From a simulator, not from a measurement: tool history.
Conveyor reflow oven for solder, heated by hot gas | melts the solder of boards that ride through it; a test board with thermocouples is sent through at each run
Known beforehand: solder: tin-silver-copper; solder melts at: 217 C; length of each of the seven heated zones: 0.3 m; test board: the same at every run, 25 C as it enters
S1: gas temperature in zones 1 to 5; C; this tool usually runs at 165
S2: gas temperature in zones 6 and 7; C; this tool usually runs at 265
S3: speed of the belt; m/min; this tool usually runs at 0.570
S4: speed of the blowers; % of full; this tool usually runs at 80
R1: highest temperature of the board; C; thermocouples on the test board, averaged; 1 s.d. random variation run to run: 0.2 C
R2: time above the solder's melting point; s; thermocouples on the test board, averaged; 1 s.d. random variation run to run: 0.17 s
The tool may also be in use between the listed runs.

| run | hour | S1 | S2 | S3 | S4 | R1 | R2 |
|---|---|---|---|---|---|---|---|
| 1 | 0.0 | 165 | 265 | 0.570 | 80 | 254.1 | 47.5 |
| 2 | 9.5 | 165 | 268 | 0.570 | 80 | 257.1 | 48.6 |
| 3 | 20.3 | 165 | 268 | 0.500 | 80 | 260.7 | 58.2 |
| 4 | 31.9 | 165 | 268 | 0.500 | 80 | 260.4 | 58.1 |
| 5 | 43.3 | 165 | 268 | 0.500 | 80 | 260.3 | 57.9 |
| 6 | 56.3 | 165 | 265 | 0.570 | 80 | 254.5 | 47.1 |
| 7 | 62.3 | 165 | 265 | 0.570 | 80 | 254.3 | 47.0 |
| 8 | 68.1 | 165 | 265 | 0.603 | 80 | 252.3 | 43.1 |
| 9 | 75.9 | 165 | 265 | 0.603 | 80 | 252.2 | 43.0 |
| 10 | 82.6 | 165 | 265 | 0.603 | 80 | 252.3 | 43.3 |
| 11 | 92.0 | 165 | 265 | 0.570 | 69 | 251.8 | 45.4 |
| 12 | 102.5 | 165 | 265 | 0.570 | 69 | 251.8 | 44.8 |
| 13 | 109.6 | 165 | 265 | 0.570 | 80 | 253.6 | 46.8 |
| 14 | 115.9 | 165 | 265 | 0.570 | 80 | 254.0 | 46.8 |
| 15 | 125.1 | 165 | 265 | 0.570 | 80 | 253.9 | 46.9 |
| 16 | 134.8 | 165 | 270 | 0.675 | 67 | 249.2 | 35.5 |
| 17 | 140.6 | 165 | 259 | 0.599 | 67 | 243.9 | 37.5 |
| 18 | 147.1 | 165 | 259 | 0.609 | 56 | 240.5 | 33.2 |
| 19 | 160.1 | 167 | 259 | 0.609 | 69 | 245.0 | 38.1 |
| 20 | 169.4 | 170 | 265 | 0.647 | 80 | 250.8 | 40.3 |
| 21 | 177.1 | 165 | 265 | 0.570 | 78 | 253.5 | 47.1 |
| 22 | 183.9 | 165 | 258 | 0.570 | 63 | 244.2 | 40.1 |
| 23 | 193.7 | 175 | 255 | 0.592 | 52 | 239.5 | 36.5 |
| 24 | 201.8 | 176 | 264 | 0.592 | 52 | 247.5 | 42.6 |
| 25 | 208.1 | 167 | 278 | 0.629 | 83 | 263.0 | 46.6 |
| 26 | 218.8 | 167 | 278 | 0.629 | 85 | 263.2 | 47.2 |
| 27 | 232.9 | 167 | 278 | 0.629 | 85 | 263.0 | 45.9 |
| 28 | 239.1 | 167 | 278 | 0.629 | 85 | 262.8 | 46.2 |
| 29 | 252.1 | 168 | 255 | 0.629 | 85 | 242.7 | 35.4 |
| 30 | 258.3 | 172 | 277 | 0.492 | 68 | 267.4 | 63.6 |

The log once held 2 entries between its listed runs, left out of this copy. Where does each go, and what is different about the tool's unlogged condition between the listed run before it and the listed run after it?
From run 18 to run 19: belt drive overhauled, speed set with a stopwatch (hour 151.8)
  heat that the gas passes to the board, % of a clean oven's: 94.4 -> 94.1; belt's true speed, % of the reading: 99.16 -> 98.59; true gas temperature in zones 6 and 7 over the reading, C: 2.59 -> 2.61
  measured result minus the result with no hidden state, R1: +1.2 -> +1.3 C; R2: +1.0 -> +1.2 s
From run 26 to run 27: belt drive overhauled, speed set with a stopwatch, once more (hour 230.6)
  heat that the gas passes to the board, % of a clean oven's: 92.6 -> 92.4; belt's true speed, % of the reading: 98.49 -> 99.78; true gas temperature in zones 6 and 7 over the reading, C: 2.78 -> 2.81
  measured result minus the result with no hidden state, R1: +0.8 -> +0.4 C; R2: +0.9 -> -0.1 s

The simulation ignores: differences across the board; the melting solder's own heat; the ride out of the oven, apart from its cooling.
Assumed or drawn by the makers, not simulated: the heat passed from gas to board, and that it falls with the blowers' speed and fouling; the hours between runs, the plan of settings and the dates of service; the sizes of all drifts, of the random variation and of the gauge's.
